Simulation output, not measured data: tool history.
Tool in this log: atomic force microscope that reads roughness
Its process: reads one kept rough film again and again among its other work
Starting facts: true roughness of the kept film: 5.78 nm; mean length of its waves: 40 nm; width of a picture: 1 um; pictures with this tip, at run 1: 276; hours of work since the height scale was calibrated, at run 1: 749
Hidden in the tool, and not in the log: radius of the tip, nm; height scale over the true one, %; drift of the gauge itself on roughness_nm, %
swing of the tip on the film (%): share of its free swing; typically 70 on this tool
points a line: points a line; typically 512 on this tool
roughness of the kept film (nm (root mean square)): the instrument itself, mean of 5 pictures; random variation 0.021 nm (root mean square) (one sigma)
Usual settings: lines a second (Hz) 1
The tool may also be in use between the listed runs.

| run | hour | lines a second (Hz) | swing of the tip on the film (%) | points a line | pictures with this tip | hours of work since the height scale was calibrated | roughness of the kept film (nm (root mean square)) |
|---|---|---|---|---|---|---|---|
| 1 | 0 | 1 | 70 | 512 | 276 | 749 | 4.374 |
|  | 21 | new tip fitted |
| 2 | 30.5 | 1 | 70 | 512 | 12 | 771 | 5.08 |
| 3 | 52.9 | 1 | 70 | 398 | 40 | 787 | 4.982 |
| 4 | 83.3 | 1 | 70 | 398 | 79 | 809 | 4.862 |
| 5 | 104.1 | 1 | 70 | 739 | 105 | 824 | 4.756 |
| 6 | 128.7 | 1 | 70 | 739 | 136 | 842 | 4.737 |
| 7 | 143.9 | 1 | 67 | 512 | 155 | 853 | 4.673 |
| 8 | 165.8 | 1 | 71 | 512 | 183 | 869 | 4.562 |
| 9 | 194 | 1 | 71 | 512 | 219 | 890 | 4.446 |
|  | 197.1 | height scale calibrated on a step standard |
| 10 | 226.7 | 1 | 70 | 512 | 259 | 21 | 4.371 |
| 11 | 247.8 | 1 | 70 | 512 | 285 | 37 | 4.294 |
|  | 262.6 | new tip fitted |
| 12 | 282.2 | 1 | 70 | 512 | 24 | 62 | 4.999 |
| 13 | 296 | 1.56 | 72 | 1022 | 42 | 72 | 4.812 |
| 14 | 320.1 | 0.97 | 80 | 402 | 72 | 89 | 4.761 |
| 15 | 334.4 | 0.97 | 88 | 550 | 90 | 99 | 4.529 |
| 16 | 352.3 | 3.28 | 63 | 562 | 113 | 112 | 4.555 |
| 17 | 366.6 | 1 | 60 | 452 | 131 | 123 | 4.858 |
| 18 | 387.7 | 0.86 | 78 | 408 | 158 | 138 | 4.596 |
|  | 391.6 | height scale calibrated on a step standard, once more |
| 19 | 405.2 | 0.81 | 76 | 651 | 178 | 10 | 4.564 |
| 20 | 433.1 | 3.8 | 65 | 280 | 214 | 30 | 4.11 |
| 21 | 461.3 | 1.01 | 65 | 881 | 249 | 51 | 4.465 |
| 22 | 483.8 | 1.01 | 65 | 881 | 278 | 67 | 4.389 |
| 23 | 501.9 | 0.61 | 87 | 459 | 301 | 80 | 4.17 |

Alternative continuations, all from the tool just after run 23; predict every row:
|  | 504.4 | new tip fitted |
| A | 519.4 | 0.61 | 62 | 459 | 19 | 93 | ? |
|  | 504.4 | new tip fitted |
| B | 519.4 | 1 | 90 | 348 | 19 | 93 | ? |
|  | 504.4 | new tip fitted |
| C | 519.4 | 1 | 70 | 558 | 19 | 93 | ? |
|  | 504.4 | new tip fitted |
| D | 519.4 | 0.61 | 86 | 459 | 19 | 93 | ? |

| run | roughness of the kept film (nm (root mean square)) |
|---|---|
| A | 5.178 |
| B | 4.597 |
| C | 5.011 |
| D | 4.952 |
With the hidden condition removed and each run's random variation left untouched, the same runs would have given:
| run | roughness of the kept film (nm (root mean square)) |
|---|---|
| A | 5.271 |
| B | 4.679 |
| C | 5.101 |
| D | 5.041 |
